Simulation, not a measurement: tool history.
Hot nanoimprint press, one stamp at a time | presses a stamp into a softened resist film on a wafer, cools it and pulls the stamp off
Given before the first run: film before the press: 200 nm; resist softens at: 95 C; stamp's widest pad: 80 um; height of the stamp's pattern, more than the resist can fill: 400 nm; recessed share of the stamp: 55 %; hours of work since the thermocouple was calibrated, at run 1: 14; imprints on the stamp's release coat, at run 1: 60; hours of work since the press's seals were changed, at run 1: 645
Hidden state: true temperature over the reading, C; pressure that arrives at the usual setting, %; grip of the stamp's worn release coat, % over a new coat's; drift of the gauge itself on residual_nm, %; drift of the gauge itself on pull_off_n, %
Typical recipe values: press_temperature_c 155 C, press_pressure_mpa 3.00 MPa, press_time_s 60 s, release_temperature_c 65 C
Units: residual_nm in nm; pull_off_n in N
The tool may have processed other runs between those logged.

run,day,press_temperature_c,press_pressure_mpa,press_time_s,release_temperature_c,hours of work since the thermocouple was calibrated,imprints on the stamp's release coat,hours of work since the press's seals were changed,residual_nm,pull_off_n
1,0.000,155,3.00,60,65,14,60,645,96.7,144
2,1.004,155,3.00,60,65,28,118,659,95.2,141
3,2.692,155,3.00,60,65,51,215,682,95.0,143
4,4.158,155,3.00,60,65,71,300,702,96.3,146
5,5.108,155,3.00,60,65,84,355,715,94.8,148
6,6.529,155,3.00,60,65,104,436,735,94.9,145
7,8.654,155,3.00,60,65,133,559,764,94.6,145
8,10.404,155,3.00,60,65,157,660,788,95.2,149
9,12.621,155,3.00,60,65,187,788,818,93.7,148
10,14.046,155,3.00,60,65,207,870,838,94.6,148
11,15.450,155,3.00,56,65,226,951,857,97.2,151
# day 15.692: plate thermocouple calibrated
12,17.096,155,3.00,56,65,19,1039,878,94.7,153
# day 18.588: stamp cleaned and given a new release coat
13,19.254,155,3.00,56,65,45,39,904,94.7,138
14,20.288,155,3.00,56,65,60,98,918,94.9,134
15,21.704,155,3.00,56,65,79,180,938,94.4,141
16,22.646,153,3.00,56,65,92,234,951,102.4,138
17,23.612,153,3.00,117,56,105,290,964,78.1,163
18,24.738,161,3.00,114,56,121,355,979,58.7,166
19,26.442,161,3.00,114,56,144,453,1003,58.2,169
# day 28.346: plate thermocouple calibrated, once more
20,28.604,155,2.38,60,71,4,571,1031,107.3,139
21,29.542,152,4.38,34,71,16,625,1043,112.2,134
22,31.212,157,3.00,74,65,39,721,1066,84.0,153

Run 23, settings as shown, results not yet in. Your forecast:
# day 33.258: press's hydraulic seals changed and the load cell set to zero
23,33.708,157,3.00,74,65,69,846,6,?,?

{"run 23": {"residual_nm": 81.7, "pull_off_n": 150}}
Were there no unlogged condition in the tool, this run, its random variation unchanged, would have produced residual_nm 82.4 nm, pull_off_n 140 N.
